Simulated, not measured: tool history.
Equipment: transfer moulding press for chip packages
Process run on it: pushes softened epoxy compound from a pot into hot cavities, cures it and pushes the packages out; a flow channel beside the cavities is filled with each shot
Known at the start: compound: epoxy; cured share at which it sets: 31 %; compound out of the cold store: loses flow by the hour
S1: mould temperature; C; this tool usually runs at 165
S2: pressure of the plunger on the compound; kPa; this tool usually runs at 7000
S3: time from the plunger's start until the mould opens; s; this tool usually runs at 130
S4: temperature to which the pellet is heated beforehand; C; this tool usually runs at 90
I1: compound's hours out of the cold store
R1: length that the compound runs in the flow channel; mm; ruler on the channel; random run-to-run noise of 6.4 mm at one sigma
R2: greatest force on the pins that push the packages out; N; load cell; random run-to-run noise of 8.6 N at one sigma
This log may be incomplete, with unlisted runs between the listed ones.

run 1 hour=0 | S1=165 S2=7000 S3=130 S4=90 | I1=18.5 | R1=735 R2=574
run 2 hour=12.2 | S1=166 S2=7000 S3=130 S4=90 | I1=37.7 | R1=623 R2=593
run 3 hour=23.2 | S1=159 S2=7000 S3=130 S4=90 | I1=39.5 | R1=648 R2=775
run 4 hour=29.5 | S1=159 S2=7000 S3=130 S4=90 | I1=39.4 | R1=648 R2=790
run 5 hour=40.9 | S1=159 S2=7000 S3=130 S4=90 | I1=43.2 | R1=626 R2=789
run 6 hour=49.5 | S1=159 S2=7000 S3=130 S4=90 | I1=38.7 | R1=650 R2=838
run 7 hour=61.2 | S1=165 S2=7000 S3=130 S4=86 | I1=27.2 | R1=684 R2=667
-- hour=68.8 cavities cleaned with cleaning compound and waxed
run 8 hour=77 | S1=165 S2=7000 S3=130 S4=90 | I1=18.6 | R1=723 R2=412
run 9 hour=90.6 | S1=165 S2=7000 S3=130 S4=90 | I1=10.1 | R1=773 R2=478
run 10 hour=96.7 | S1=165 S2=7000 S3=130 S4=90 | I1=41.8 | R1=606 R2=486
run 11 hour=109.3 | S1=157 S2=7000 S3=130 S4=90 | I1=34.8 | R1=670 R2=775
run 12 hour=120 | S1=157 S2=7000 S3=130 S4=90 | I1=47.7 | R1=623 R2=800
run 13 hour=134.2 | S1=165 S2=7000 S3=130 S4=90 | I1=19 | R1=721 R2=608
run 14 hour=147.9 | S1=165 S2=7000 S3=130 S4=84 | I1=26.7 | R1=691 R2=600
run 15 hour=157.9 | S1=165 S2=7760 S3=150 S4=84 | I1=17 | R1=776 R2=608
run 16 hour=168.9 | S1=165 S2=8650 S3=130 S4=90 | I1=25.3 | R1=774 R2=680
run 17 hour=180.9 | S1=172 S2=8120 S3=130 S4=90 | I1=33.5 | R1=669 R2=646
run 18 hour=193.1 | S1=162 S2=6860 S3=111 S4=85 | I1=43 | R1=615 R2=904
-- hour=201.6 cavities cleaned with cleaning compound and waxed
run 19 hour=205.6 | S1=162 S2=5520 S3=111 S4=85 | I1=28.6 | R1=598 R2=561
run 20 hour=214.6 | S1=162 S2=6010 S3=129 S4=85 | I1=24.8 | R1=651 R2=481
run 21 hour=224.2 | S1=165 S2=7000 S3=131 S4=90 | I1=31.5 | R1=661 R2=470
run 22 hour=232.1 | S1=169 S2=6080 S3=135 S4=96 | I1=19.7 | R1=656 R2=468
run 23 hour=246.4 | S1=162 S2=7000 S3=130 S4=90 | I1=42.2 | R1=623 R2=596
run 24 hour=256 | S1=162 S2=7000 S3=130 S4=90 | I1=36.5 | R1=642 R2=624
run 25 hour=266.9 | S1=162 S2=7000 S3=130 S4=90 | I1=20 | R1=727 R2=676
run 26 hour=279 | S1=158 S2=6070 S3=122 S4=97 | I1=28.9 | R1=652 R2=955
run 27 hour=286.4 | S1=158 S2=6070 S3=122 S4=97 | I1=45.5 | R1=576 R2=924
-- hour=289.7 mould's thermocouples calibrated
run 28 hour=295.5 | S1=168 S2=5360 S3=143 S4=84 | I1=44.8 | R1=502 R2=608

4 ways to go on from here, each from the tool as it stands after run 28. What would each give?
run A hour=304.7 | S1=159 S2=5340 S3=118 S4=90 | I1=15.5 | R1=? R2=?
run B hour=304.7 | S1=164 S2=7000 S3=130 S4=91 | I1=19.8 | R1=? R2=?
run C hour=304.7 | S1=171 S2=5360 S3=143 S4=84 | I1=19.1 | R1=? R2=?
run D hour=304.7 | S1=162 S2=6650 S3=130 S4=90 | I1=25.6 | R1=? R2=?

run=A R1=661 R2=993
run=B R1=713 R2=684
run=C R1=598 R2=647
run=D R1=683 R2=708
Stripped of hidden state, with their random variation kept, the same runs would have yielded:
run=A R1=684 R2=570
run=B R1=738 R2=395
run=C R1=619 R2=374
run=D R1=707 R2=405
